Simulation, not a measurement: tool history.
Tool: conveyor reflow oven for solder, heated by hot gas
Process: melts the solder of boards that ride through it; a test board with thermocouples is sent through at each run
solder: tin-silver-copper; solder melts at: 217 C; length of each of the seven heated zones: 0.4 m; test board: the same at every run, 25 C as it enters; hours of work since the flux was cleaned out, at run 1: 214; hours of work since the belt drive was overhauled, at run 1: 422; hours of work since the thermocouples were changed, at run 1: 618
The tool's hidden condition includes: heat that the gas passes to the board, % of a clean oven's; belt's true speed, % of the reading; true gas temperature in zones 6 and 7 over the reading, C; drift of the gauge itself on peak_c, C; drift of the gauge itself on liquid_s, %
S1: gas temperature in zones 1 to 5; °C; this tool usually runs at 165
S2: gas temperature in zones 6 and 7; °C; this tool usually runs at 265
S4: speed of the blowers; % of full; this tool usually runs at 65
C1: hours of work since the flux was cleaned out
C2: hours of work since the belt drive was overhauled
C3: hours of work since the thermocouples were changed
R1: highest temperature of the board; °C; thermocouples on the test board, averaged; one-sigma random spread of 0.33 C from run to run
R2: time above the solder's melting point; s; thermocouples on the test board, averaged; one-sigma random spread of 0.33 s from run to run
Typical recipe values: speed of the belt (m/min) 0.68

{"run": 1, "day": 0.0, "S1": 165, "S2": 265, "speed of the belt (m/min)": 0.68, "S4": 65, "C1": 214, "C2": 422, "C3": 618, "R1": 254.1, "R2": 53.2}
{"run": 2, "day": 0.762, "S1": 165, "S2": 265, "speed of the belt (m/min)": 0.68, "S4": 65, "C1": 223, "C2": 430, "C3": 626, "R1": 254.4, "R2": 53.3}
{"run": 3, "day": 1.896, "S1": 165, "S2": 261, "speed of the belt (m/min)": 0.68, "S4": 65, "C1": 235, "C2": 442, "C3": 639, "R1": 250.6, "R2": 51.1}
{"run": 4, "day": 2.779, "S1": 165, "S2": 265, "speed of the belt (m/min)": 0.68, "S4": 65, "C1": 244, "C2": 452, "C3": 648, "R1": 253.9, "R2": 52.9}
{"day": 3.058, "done": "flux residue cleaned out of gas plates and filters"}
{"run": 5, "day": 3.688, "S1": 165, "S2": 265, "speed of the belt (m/min)": 0.68, "S4": 65, "C1": 7, "C2": 459, "C3": 656, "R1": 255.4, "R2": 54.2}
{"run": 6, "day": 4.258, "S1": 165, "S2": 265, "speed of the belt (m/min)": 0.68, "S4": 65, "C1": 13, "C2": 465, "C3": 662, "R1": 254.9, "R2": 54.1}
{"run": 7, "day": 4.896, "S1": 165, "S2": 265, "speed of the belt (m/min)": 0.68, "S4": 65, "C1": 20, "C2": 472, "C3": 668, "R1": 254.8, "R2": 54.5}
{"run": 8, "day": 5.967, "S1": 165, "S2": 265, "speed of the belt (m/min)": 0.68, "S4": 65, "C1": 31, "C2": 484, "C3": 680, "R1": 255.3, "R2": 54.1}
{"run": 9, "day": 7.004, "S1": 165, "S2": 265, "speed of the belt (m/min)": 0.68, "S4": 65, "C1": 42, "C2": 495, "C3": 691, "R1": 255, "R2": 54.4}
{"run": 10, "day": 7.762, "S1": 165, "S2": 265, "speed of the belt (m/min)": 0.68, "S4": 65, "C1": 50, "C2": 503, "C3": 699, "R1": 255.6, "R2": 54}
{"run": 11, "day": 8.729, "S1": 171, "S2": 265, "speed of the belt (m/min)": 0.68, "S4": 65, "C1": 61, "C2": 513, "C3": 709, "R1": 256.1, "R2": 56.5}
{"run": 12, "day": 9.425, "S1": 171, "S2": 265, "speed of the belt (m/min)": 0.68, "S4": 65, "C1": 68, "C2": 521, "C3": 717, "R1": 256, "R2": 56.7}
{"run": 13, "day": 10.621, "S1": 165, "S2": 265, "speed of the belt (m/min)": 0.68, "S4": 65, "C1": 81, "C2": 534, "C3": 730, "R1": 255.3, "R2": 54.2}
{"run": 14, "day": 11.704, "S1": 165, "S2": 265, "speed of the belt (m/min)": 0.772, "S4": 65, "C1": 93, "C2": 545, "C3": 741, "R1": 251.1, "R2": 44.1}
{"run": 15, "day": 12.754, "S1": 165, "S2": 265, "speed of the belt (m/min)": 0.772, "S4": 65, "C1": 104, "C2": 556, "C3": 753, "R1": 251.8, "R2": 44.7}
{"run": 16, "day": 13.833, "S1": 165, "S2": 265, "speed of the belt (m/min)": 0.772, "S4": 65, "C1": 115, "C2": 568, "C3": 764, "R1": 251.7, "R2": 44.8}
{"run": 17, "day": 14.879, "S1": 158, "S2": 271, "speed of the belt (m/min)": 0.727, "S4": 59, "C1": 127, "C2": 579, "C3": 775, "R1": 256.6, "R2": 48.9}
{"run": 18, "day": 15.921, "S1": 166, "S2": 265, "speed of the belt (m/min)": 0.727, "S4": 59, "C1": 138, "C2": 590, "C3": 786, "R1": 252.6, "R2": 48.6}
{"run": 19, "day": 17.017, "S1": 164, "S2": 255, "speed of the belt (m/min)": 0.727, "S4": 81, "C1": 149, "C2": 602, "C3": 798, "R1": 247.1, "R2": 45.1}
{"run": 20, "day": 17.646, "S1": 158, "S2": 274, "speed of the belt (m/min)": 0.642, "S4": 89, "C1": 156, "C2": 609, "C3": 805, "R1": 268.2, "R2": 62.9}
{"run": 21, "day": 18.746, "S1": 165, "S2": 265, "speed of the belt (m/min)": 0.542, "S4": 65, "C1": 168, "C2": 621, "C3": 817, "R1": 261, "R2": 73.9}
{"run": 22, "day": 19.871, "S1": 171, "S2": 265, "speed of the belt (m/min)": 0.68, "S4": 72, "C1": 180, "C2": 633, "C3": 829, "R1": 257.3, "R2": 57.5}
{"run": 23, "day": 20.558, "S1": 166, "S2": 265, "speed of the belt (m/min)": 0.68, "S4": 56, "C1": 187, "C2": 640, "C3": 836, "R1": 253.8, "R2": 52.6}
{"run": 24, "day": 21.208, "S1": 166, "S2": 275, "speed of the belt (m/min)": 0.702, "S4": 56, "C1": 194, "C2": 647, "C3": 843, "R1": 262.1, "R2": 55.3}
{"run": 25, "day": 21.867, "S1": 166, "S2": 265, "speed of the belt (m/min)": 0.683, "S4": 53, "C1": 201, "C2": 654, "C3": 850, "R1": 253.4, "R2": 52.3}
{"day": 22.042, "done": "thermocouples of zones 6 and 7 changed"}
{"run": 26, "day": 22.554, "S1": 167, "S2": 272, "speed of the belt (m/min)": 0.584, "S4": 66, "C1": 208, "C2": 660, "C3": 5, "R1": 263.4, "R2": 69.3}
{"run": 27, "day": 23.479, "S1": 165, "S2": 258, "speed of the belt (m/min)": 0.633, "S4": 65, "C1": 218, "C2": 670, "C3": 15, "R1": 248.5, "R2": 54.3}
{"run": 28, "day": 24.183, "S1": 153, "S2": 258, "speed of the belt (m/min)": 0.614, "S4": 65, "C1": 225, "C2": 678, "C3": 23, "R1": 247.3, "R2": 51.5}
{"run": 29, "day": 24.762, "S1": 165, "S2": 265, "speed of the belt (m/min)": 0.68, "S4": 53, "C1": 231, "C2": 684, "C3": 29, "R1": 250.2, "R2": 49.9}

What will run 30 give?
{"run": 30, "day": 25.862, "S1": 170, "S2": 257, "speed of the belt (m/min)": 0.678, "S4": 65, "C1": 243, "C2": 696, "C3": 41, "R1": "?", "R2": "?"}

Run 30 produced R1 246.6 °C, R2 50.7 s.
The same run, on a tool lacking any hidden state, would have yielded R1 246.9 °C, R2 50.2 s.

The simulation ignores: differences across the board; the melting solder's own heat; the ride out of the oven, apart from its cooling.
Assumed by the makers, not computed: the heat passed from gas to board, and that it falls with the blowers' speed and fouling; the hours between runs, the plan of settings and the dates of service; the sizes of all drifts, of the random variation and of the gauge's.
